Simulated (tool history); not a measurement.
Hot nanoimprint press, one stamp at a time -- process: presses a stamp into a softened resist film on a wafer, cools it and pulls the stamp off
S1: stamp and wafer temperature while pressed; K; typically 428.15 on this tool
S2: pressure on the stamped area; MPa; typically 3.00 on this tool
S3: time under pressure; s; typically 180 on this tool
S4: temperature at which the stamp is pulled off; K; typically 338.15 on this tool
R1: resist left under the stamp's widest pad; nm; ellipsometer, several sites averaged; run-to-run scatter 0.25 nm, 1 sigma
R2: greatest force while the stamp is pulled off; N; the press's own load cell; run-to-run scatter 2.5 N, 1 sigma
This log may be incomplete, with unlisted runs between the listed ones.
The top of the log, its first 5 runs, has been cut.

{"run": 6, "hour": 180.3, "S1": 428.15, "S2": 4.09, "S3": 180, "S4": 338.15, "R1": 100.2, "R2": 124}
{"run": 7, "hour": 209.4, "S1": 428.15, "S2": 3.0, "S3": 346, "S4": 338.15, "R1": 92.8, "R2": 123}
{"run": 8, "hour": 239.6, "S1": 428.15, "S2": 3.0, "S3": 346, "S4": 338.15, "R1": 92.4, "R2": 123}
{"hour": 263.4, "done": "plate thermocouple calibrated"}
{"run": 9, "hour": 263.4, "S1": 428.15, "S2": 3.0, "S3": 346, "S4": 338.15, "R1": 93.1, "R2": 123}
{"run": 10, "hour": 301.6, "S1": 428.15, "S2": 2.63, "S3": 180, "S4": 338.15, "R1": 121.4, "R2": 124}
{"hour": 317.7, "done": "stamp cleaned and given a new release coat"}
{"run": 11, "hour": 342.9, "S1": 424.15, "S2": 2.63, "S3": 180, "S4": 338.15, "R1": 140.8, "R2": 123}
{"run": 12, "hour": 383.0, "S1": 435.15, "S2": 3.0, "S3": 180, "S4": 338.15, "R1": 84.1, "R2": 125}
{"run": 13, "hour": 406.2, "S1": 435.15, "S2": 3.0, "S3": 180, "S4": 338.15, "R1": 83.8, "R2": 121}
{"run": 14, "hour": 443.6, "S1": 428.15, "S2": 3.0, "S3": 195, "S4": 338.15, "R1": 112.4, "R2": 123}
{"run": 15, "hour": 486.5, "S1": 428.15, "S2": 3.0, "S3": 195, "S4": 338.15, "R1": 111.9, "R2": 121}
{"hour": 515.6, "done": "stamp cleaned and given a new release coat"}
{"run": 16, "hour": 516.9, "S1": 428.15, "S2": 3.0, "S3": 195, "S4": 338.15, "R1": 111.7, "R2": 124}
{"run": 17, "hour": 539.1, "S1": 426.15, "S2": 3.0, "S3": 180, "S4": 338.15, "R1": 124.9, "R2": 121}
{"run": 18, "hour": 560.7, "S1": 422.15, "S2": 3.0, "S3": 180, "S4": 338.15, "R1": 144.7, "R2": 121}
{"run": 19, "hour": 606.4, "S1": 422.15, "S2": 3.0, "S3": 180, "S4": 338.15, "R1": 144.5, "R2": 125}
{"run": 20, "hour": 648.6, "S1": 422.15, "S2": 3.0, "S3": 141, "S4": 331.15, "R1": 151.7, "R2": 131}
{"run": 21, "hour": 673.5, "S1": 428.15, "S2": 3.0, "S3": 324, "S4": 334.15, "R1": 94.4, "R2": 124}

For run 22, what comes out?
{"hour": 711.6, "done": "stamp cleaned and given a new release coat"}
{"run": 22, "hour": 714.7, "S1": 428.15, "S2": 2.09, "S3": 150, "S4": 338.15, "R1": "?", "R2": "?"}

R1: 137.7 nm
R2: 126 N
On a tool with no hidden condition, and with the same random variation, this run would have come out at R1 139.2 nm, R2 126 N.
